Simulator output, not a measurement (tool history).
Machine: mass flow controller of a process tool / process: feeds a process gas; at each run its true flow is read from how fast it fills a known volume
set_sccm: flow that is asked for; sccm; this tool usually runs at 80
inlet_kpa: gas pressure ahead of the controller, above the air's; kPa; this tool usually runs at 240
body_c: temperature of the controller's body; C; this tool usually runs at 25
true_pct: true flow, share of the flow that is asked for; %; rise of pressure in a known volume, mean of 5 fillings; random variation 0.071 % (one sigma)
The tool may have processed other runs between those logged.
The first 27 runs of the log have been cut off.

run,day,set_sccm,inlet_kpa,body_c,true_pct
28,260.879,11,172,25,98.74
29,273.142,55,172,35,99.00
30,281.292,55,172,35,99.00
31,291.529,55,172,35,98.92
32,302.983,55,172,35,99.07
33,311.200,51,193,25,99.34
34,317.967,32,147,33,98.73
35,326.171,80,202,24,99.87
36,337.508,80,202,39,99.12
37,347.892,80,240,25,99.71
38,358.475,16,194,25,98.94
39,364.400,17,179,33,98.48
40,372.533,13,187,33,98.57
41,382.654,65,230,33,99.38

3 ways to go on from here, each from the tool as it stands after run 41. What would each give?
A,395.675,85,165,32,?
B,395.675,65,230,24,?
C,395.675,65,268,22,?

run,true_pct
A,99.45
B,99.57
C,99.86
Without the tool's hidden state the same runs would have given:
run,true_pct
A,99.46
B,99.58
C,99.87
